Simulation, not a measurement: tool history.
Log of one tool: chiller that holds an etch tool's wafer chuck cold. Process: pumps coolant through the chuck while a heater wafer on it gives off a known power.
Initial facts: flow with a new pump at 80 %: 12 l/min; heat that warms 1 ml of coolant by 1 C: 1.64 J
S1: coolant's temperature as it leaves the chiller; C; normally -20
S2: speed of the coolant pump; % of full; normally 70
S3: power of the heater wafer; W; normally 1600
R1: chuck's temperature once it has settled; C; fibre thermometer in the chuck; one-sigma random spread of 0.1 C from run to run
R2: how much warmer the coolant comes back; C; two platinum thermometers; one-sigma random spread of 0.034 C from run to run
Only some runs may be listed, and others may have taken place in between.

{"run": 1, "hour": 0.0, "S1": -20, "S2": 70, "S3": 1600, "R1": -7.6, "R2": 5.79}
{"run": 2, "hour": 49.4, "S1": -20, "S2": 70, "S3": 1600, "R1": -7.3, "R2": 5.75}
{"run": 3, "hour": 85.4, "S1": -20, "S2": 70, "S3": 1600, "R1": -7.3, "R2": 5.81}
{"run": 4, "hour": 134.1, "S1": -20, "S2": 70, "S3": 1014, "R1": -11.8, "R2": 3.68}
{"run": 5, "hour": 200.2, "S1": -20, "S2": 70, "S3": 1600, "R1": -7.2, "R2": 5.77}
{"run": 6, "hour": 264.3, "S1": -20, "S2": 70, "S3": 1600, "R1": -7.1, "R2": 5.87}
{"run": 7, "hour": 310.4, "S1": -20, "S2": 70, "S3": 1600, "R1": -7.2, "R2": 5.86}
{"run": 8, "hour": 353.6, "S1": -20, "S2": 88, "S3": 1600, "R1": -8.9, "R2": 4.61}
{"run": 9, "hour": 401.3, "S1": -23, "S2": 80, "S3": 2253, "R1": -6.4, "R2": 7.18}
{"run": 10, "hour": 465.1, "S1": -12, "S2": 82, "S3": 1893, "R1": 1.9, "R2": 5.92}
{"run": 11, "hour": 515.7, "S1": -23, "S2": 80, "S3": 1896, "R1": -8.7, "R2": 6.07}
{"run": 12, "hour": 577.6, "S1": -23, "S2": 80, "S3": 1896, "R1": -8.6, "R2": 6.08}
{"run": 13, "hour": 625.0, "S1": -23, "S2": 80, "S3": 1896, "R1": -8.9, "R2": 6.09}
{"run": 14, "hour": 671.1, "S1": -23, "S2": 80, "S3": 1061, "R1": -14.8, "R2": 3.45}

Here are 5 independent what-if runs from the current tool condition. What would each one return?
{"run": "A", "hour": 715.5, "S1": -27, "S2": 72, "S3": 1781, "R1": "?", "R2": "?"}
{"run": "B", "hour": 715.5, "S1": -23, "S2": 100, "S3": 1061, "R1": "?", "R2": "?"}
{"run": "C", "hour": 715.5, "S1": -24, "S2": 88, "S3": 1163, "R1": "?", "R2": "?"}
{"run": "D", "hour": 715.5, "S1": -26, "S2": 63, "S3": 1061, "R1": "?", "R2": "?"}
{"run": "E", "hour": 715.5, "S1": -20, "S2": 67, "S3": 823, "R1": "?", "R2": "?"}

run=A R1=-12.7 R2=6.36
run=B R1=-15.7 R2=2.74
run=C R1=-15.4 R2=3.42
run=D R1=-16.3 R2=4.38
run=E R1=-12.7 R2=3.13
Take away the tool's hidden state, keep each run's random variation, and the runs would have read:
run=A R1=-15 R2=6.02
run=B R1=-17.1 R2=2.59
run=C R1=-16.9 R2=3.24
run=D R1=-17.9 R2=4.15
run=E R1=-14 R2=2.96
